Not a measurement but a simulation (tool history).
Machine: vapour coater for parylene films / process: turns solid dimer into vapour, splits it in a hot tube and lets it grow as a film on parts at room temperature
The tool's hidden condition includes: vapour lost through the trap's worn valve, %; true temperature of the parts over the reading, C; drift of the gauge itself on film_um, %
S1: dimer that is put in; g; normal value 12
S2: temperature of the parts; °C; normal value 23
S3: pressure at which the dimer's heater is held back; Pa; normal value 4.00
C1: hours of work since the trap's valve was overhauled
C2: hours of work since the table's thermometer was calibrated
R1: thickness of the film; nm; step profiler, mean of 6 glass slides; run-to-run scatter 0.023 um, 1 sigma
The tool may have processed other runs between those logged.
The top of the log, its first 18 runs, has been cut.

Run 19, hour 603.7: usual settings but S1 19 g, S2 31 °C, S3 6.64 Pa; C1 91; C2 1781. Result: R1 8810 nm.
At hour 605.8: gauge calibrated.
Run 20, hour 624.7: usual settings but S1 19 g, S2 18 °C, S3 9.05 Pa; C1 107; C2 1798. Result: R1 13080 nm.
Run 21, hour 647.2: usual settings but S1 19 g, S2 18 °C, S3 9.05 Pa; C1 125; C2 1815. Result: R1 13050 nm.
Run 22, hour 669.4: usual settings but S1 9 g, S3 4.97 Pa; C1 142; C2 1833. Result: R1 5620 nm.
Run 23, hour 687.6: usual settings but S1 9 g, S3 4.97 Pa; C1 156; C2 1847. Result: R1 5650 nm.
Run 24, hour 714.1: usual settings but S3 2.87 Pa; C1 177; C2 1867. Result: R1 7980 nm.
At hour 728.9: table's thermometer calibrated.
Run 25, hour 741.5: usual settings but S1 18 g, S3 3.56 Pa; C1 197; C2 10. Result: R1 11700 nm.
Run 26, hour 771.6: usual settings but S1 6 g, S2 19 °C; C1 221; C2 33. Result: R1 4340 nm.
Run 27, hour 790.5: usual settings but S1 6 g, S2 33 °C, S3 4.44 Pa; C1 236; C2 48. Result: R1 2760 nm.
Run 28, hour 825.0: usual settings but S1 6 g, S2 33 °C, S3 4.44 Pa; C1 262; C2 75. Result: R1 2770 nm.
Run 29, hour 860.0: usual settings but S1 6 g, S2 33 °C, S3 4.44 Pa; C1 290; C2 102. Result: R1 2770 nm.
Run 30, hour 897.4: usual settings but S1 6 g, S2 33 °C, S3 4.44 Pa; C1 319; C2 131. Result: R1 2750 nm.

4 options for the next run, each taken on its own from the tool as it stands now. Forecast them:
Run A, hour 922.7: usual settings but S1 13 g, S2 20 °C, S3 8.44 Pa; C1 339; C2 151. Result: R1 ?.
Run B, hour 922.7: usual settings but S1 13 g, S2 21 °C, S3 5.43 Pa; C1 339; C2 151. Result: R1 ?.
Run C, hour 922.7: usual settings but S1 19 g, S2 33 °C, S3 2.35 Pa; C1 339; C2 151. Result: R1 ?.
Run D, hour 922.7: usual settings but S1 7 g, S2 19 °C, S3 4.44 Pa; C1 339; C2 151. Result: R1 ?.

run    R1
  A  8370
  B  8480
  C  9320
  D  4960
Stripped of hidden state, with their random variation kept, the same runs would have yielded:
run    R1
  A  8490
  B  8600
  C  9450
  D  5030
